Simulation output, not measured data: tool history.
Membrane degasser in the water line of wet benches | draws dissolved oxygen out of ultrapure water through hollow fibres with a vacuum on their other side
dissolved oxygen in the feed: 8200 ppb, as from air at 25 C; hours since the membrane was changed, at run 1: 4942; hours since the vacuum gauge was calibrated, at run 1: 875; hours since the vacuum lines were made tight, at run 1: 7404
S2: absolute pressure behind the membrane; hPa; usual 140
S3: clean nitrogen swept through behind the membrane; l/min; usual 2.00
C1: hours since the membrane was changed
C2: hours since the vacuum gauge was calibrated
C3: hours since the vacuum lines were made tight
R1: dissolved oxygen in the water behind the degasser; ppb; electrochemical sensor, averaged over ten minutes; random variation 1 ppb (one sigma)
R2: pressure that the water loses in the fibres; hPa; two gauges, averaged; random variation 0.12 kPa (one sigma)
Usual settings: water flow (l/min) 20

Run 1, hour 0.0: usual settings; C1 4942; C2 875; C3 7404. Result: R1 262.0 ppb, R2 298.0 hPa.
Run 2, hour 233.4: usual settings; C1 5175; C2 1109; C3 7637. Result: R1 264.6 ppb, R2 297.5 hPa.
Run 3, hour 502.3: usual settings; C1 5444; C2 1377; C3 7906. Result: R1 262.6 ppb, R2 296.6 hPa.
Run 4, hour 740.9: usual settings; C1 5682; C2 1616; C3 8145. Result: R1 263.9 ppb, R2 299.8 hPa.
Run 5, hour 953.1: usual settings; C1 5895; C2 1828; C3 8357. Result: R1 263.7 ppb, R2 299.0 hPa.
Run 6, hour 1144.3: usual settings; C1 6086; C2 2019; C3 8548. Result: R1 264.6 ppb, R2 300.9 hPa.
At hour 1285.8: seals of the vacuum lines changed.
Run 7, hour 1341.7: usual settings; C1 6281; C2 2215; C3 56. Result: R1 259.2 ppb, R2 298.6 hPa.
Run 8, hour 1510.7: usual settings; C1 6450; C2 2384; C3 225. Result: R1 260.8 ppb, R2 299.7 hPa.
Run 9, hour 1735.8: usual settings; C1 6675; C2 2609; C3 450. Result: R1 259.4 ppb, R2 299.7 hPa.
Run 10, hour 2005.2: usual settings; C1 6945; C2 2878; C3 719. Result: R1 260.7 ppb, R2 298.7 hPa.
Run 11, hour 2242.3: usual settings; C1 7182; C2 3115; C3 956. Result: R1 260.6 ppb, R2 298.8 hPa.
Run 12, hour 2477.7: usual settings; C1 7417; C2 3351; C3 1192. Result: R1 260.7 ppb, R2 300.1 hPa.
Run 13, hour 2715.2: usual settings but water flow (l/min) 21; C1 7655; C2 3588; C3 1429. Result: R1 274.9 ppb, R2 315.5 hPa.
Run 14, hour 2942.2: usual settings but water flow (l/min) 21; C1 7882; C2 3815; C3 1656. Result: R1 275.1 ppb, R2 315.0 hPa.
Run 15, hour 3089.8: usual settings but water flow (l/min) 21; C1 8029; C2 3963; C3 1804. Result: R1 275.2 ppb, R2 315.1 hPa.
At hour 3133.1: vacuum gauge calibrated.
Run 16, hour 3225.4: usual settings but water flow (l/min) 21; C1 8164; C2 92; C3 1939. Result: R1 270.5 ppb, R2 317.5 hPa.
Run 17, hour 3450.0: usual settings but water flow (l/min) 18, S2 272 hPa; C1 8389; C2 317; C3 2164. Result: R1 493.5 ppb, R2 269.0 hPa.
Run 18, hour 3637.9: usual settings but water flow (l/min) 18, S2 272 hPa; C1 8577; C2 505; C3 2352. Result: R1 495.2 ppb, R2 269.8 hPa.
Run 19, hour 3777.7: usual settings but water flow (l/min) 27, S2 345 hPa, S3 0.83 l/min; C1 8717; C2 645; C3 2491. Result: R1 1768.1 ppb, R2 404.7 hPa.
Run 20, hour 3998.7: usual settings but water flow (l/min) 31; C1 8938; C2 866; C3 2712. Result: R1 421.1 ppb, R2 465.9 hPa.
Run 21, hour 4192.9: usual settings but water flow (l/min) 31, S2 103 hPa, S3 4.38 l/min; C1 9132; C2 1060; C3 2907. Result: R1 173.5 ppb, R2 465.5 hPa.
Run 22, hour 4418.4: usual settings but water flow (l/min) 18, S3 5.51 l/min; C1 9357; C2 1285; C3 3132. Result: R1 92.7 ppb, R2 269.8 hPa.
Run 23, hour 4641.3: usual settings but water flow (l/min) 13, S2 91 hPa, S3 5.51 l/min; C1 9580; C2 1508; C3 3355. Result: R1 36.7 ppb, R2 195.1 hPa.
Run 24, hour 4813.8: usual settings but water flow (l/min) 32, S2 91 hPa, S3 4.37 l/min; C1 9753; C2 1681; C3 3527. Result: R1 165.3 ppb, R2 483.7 hPa.
Run 25, hour 5013.6: usual settings but water flow (l/min) 18, S2 88 hPa, S3 2.10 l/min; C1 9953; C2 1880; C3 3727. Result: R1 121.7 ppb, R2 272.2 hPa.
Run 26, hour 5232.5: usual settings but water flow (l/min) 18, S2 88 hPa, S3 2.10 l/min; C1 10172; C2 2099; C3 3946. Result: R1 122.7 ppb, R2 269.9 hPa.
Run 27, hour 5443.3: usual settings but water flow (l/min) 17, S2 316 hPa; C1 10382; C2 2310; C3 4157. Result: R1 555.3 ppb, R2 257.8 hPa.
Run 28, hour 5747.7: usual settings but S2 346 hPa, S3 2.85 l/min; C1 10687; C2 2615; C3 4461. Result: R1 516.0 ppb, R2 302.9 hPa.
Run 29, hour 6036.9: usual settings but S2 132 hPa, S3 4.44 l/min; C1 10976; C2 2904; C3 4751. Result: R1 121.6 ppb, R2 302.0 hPa.
Run 30, hour 6245.3: usual settings but S2 132 hPa, S3 4.44 l/min; C1 11184; C2 3112; C3 4959. Result: R1 119.7 ppb, R2 302.8 hPa.
Run 31, hour 6506.1: usual settings but S2 132 hPa, S3 4.44 l/min; C1 11445; C2 3373; C3 5220. Result: R1 120.7 ppb, R2 303.2 hPa.

Hidden state or all else? Some run-to-run changes of R1, split into what the settings, what came in and random variation would give without the hidden state, and what is left for the hidden state (with any gauge scatter that isn't in both results):
The hidden state here: membrane still open, %; true pressure behind the membrane over the reading, kPa; air that leaks in behind the membrane, l/min; drift of the gauge itself on oxygen_ppb, %; drift of the gauge itself on loss_of_pressure_kpa, %.
Run 6 -> 7: seals of the vacuum lines changed. R1 -5.4 ppb: hidden state -6.6, all else +1.2.
Run 18 -> 19: water flow (l/min) 18 -> 27, S2 272 -> 345, S3 2.00 -> 0.83. R1 +1272.9 ppb: hidden state +5.0, all else +1267.9.
Run 19 -> 20: water flow (l/min) 27 -> 31, S2 345 -> 140, S3 0.83 -> 2.00. R1 -1347.0 ppb: hidden state -0.7, all else -1346.3.
Run 23 -> 24: water flow (l/min) 13 -> 32, S3 5.51 -> 4.37. R1 +128.6 ppb: hidden state +9.1, all else +119.5.
Run 26 -> 27: water flow (l/min) 18 -> 17, S2 88 -> 316, S3 2.10 -> 2.00. R1 +432.6 ppb: hidden state +6.9, all else +425.7.

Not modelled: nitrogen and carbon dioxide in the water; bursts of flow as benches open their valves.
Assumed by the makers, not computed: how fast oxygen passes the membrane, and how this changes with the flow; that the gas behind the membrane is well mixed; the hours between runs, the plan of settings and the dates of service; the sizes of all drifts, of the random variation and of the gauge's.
